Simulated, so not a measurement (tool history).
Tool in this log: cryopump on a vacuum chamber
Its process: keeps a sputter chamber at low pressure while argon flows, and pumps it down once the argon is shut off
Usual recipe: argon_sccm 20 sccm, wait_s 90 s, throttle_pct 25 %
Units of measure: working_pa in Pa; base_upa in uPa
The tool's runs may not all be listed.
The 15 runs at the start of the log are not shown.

| run | hour | argon_sccm | wait_s | throttle_pct | hours of work since the pump was warmed up and emptied | hours of work since the cold head was overhauled | hours of work since the chamber's fittings were tightened | working_pa | base_upa |
|---|---|---|---|---|---|---|---|---|---|
| 16 | 888.1 | 20 | 90 | 25 | 119 | 851 | 1897 | 0.1053 | 4.36 |
| 17 | 948.1 | 20 | 90 | 25 | 144 | 875 | 1921 | 0.1076 | 4.6 |
| 18 | 1018.8 | 20 | 58 | 25 | 173 | 904 | 1950 | 0.1079 | 5.24 |
| 19 | 1063.2 | 20 | 58 | 25 | 191 | 922 | 1969 | 0.1094 | 5.43 |
| 20 | 1126.6 | 11 | 105 | 28 | 217 | 948 | 1995 | 0.0529 | 4.68 |
| 21 | 1176.9 | 11 | 105 | 28 | 238 | 969 | 2015 | 0.0541 | 4.7 |
| 22 | 1221.1 | 26 | 22 | 25 | 256 | 987 | 2033 | 0.1414 | 8.63 |
| 23 | 1256.7 | 26 | 22 | 25 | 271 | 1002 | 2048 | 0.1424 | 8.71 |
| 24 | 1329.4 | 26 | 22 | 25 | 300 | 1032 | 2078 | 0.1441 | 8.64 |
| 25 | 1385.3 | 13 | 262 | 25 | 323 | 1055 | 2101 | 0.0724 | 4.58 |
|  | 1452.7 | pump warmed up, emptied and cooled again |
| 26 | 1459.5 | 19 | 23 | 25 | 3 | 1083 | 2129 | 0.1006 | 7.99 |
| 27 | 1502 | 29 | 144 | 35 | 20 | 1100 | 2147 | 0.1086 | 4.2 |
| 28 | 1538.3 | 14 | 90 | 21 | 35 | 1115 | 2162 | 0.0873 | 4.63 |
| 29 | 1597.7 | 19 | 23 | 29 | 60 | 1140 | 2186 | 0.0873 | 8.29 |
| 30 | 1658.8 | 19 | 23 | 29 | 85 | 1165 | 2211 | 0.0861 | 8.48 |
| 31 | 1697.7 | 12 | 174 | 39 | 101 | 1181 | 2227 | 0.0413 | 4.26 |
| 32 | 1743.5 | 19 | 43 | 39 | 119 | 1200 | 2246 | 0.0659 | 6.22 |
| 33 | 1815 | 8 | 246 | 24 | 149 | 1229 | 2275 | 0.0447 | 4.33 |
|  | 1832.6 | leaking fittings of the chamber tightened, without venting |
| 34 | 1870.4 | 23 | 20 | 15 | 171 | 1251 | 16 | 0.2045 | 5.62 |

Predict each of these 3 candidate next runs independently; none follows another, all start after run 34:
| A | 1916.8 | 20 | 45 | 25 | 190 | 1270 | 35 | ? | ? |
| B | 1916.8 | 23 | 178 | 25 | 190 | 1270 | 35 | ? | ? |
| C | 1916.8 | 15 | 90 | 28 | 190 | 1270 | 35 | ? | ? |

| run | working_pa | base_upa |
|---|---|---|
| A | 0.1079 | 2.63 |
| B | 0.1246 | 0.9 |
| C | 0.0729 | 1.59 |
With the hidden condition removed and each run's random variation left untouched, the same runs would have given:
| run | working_pa | base_upa |
|---|---|---|
| A | 0.1036 | 2.52 |
| B | 0.1195 | 0.79 |
| C | 0.0696 | 1.48 |
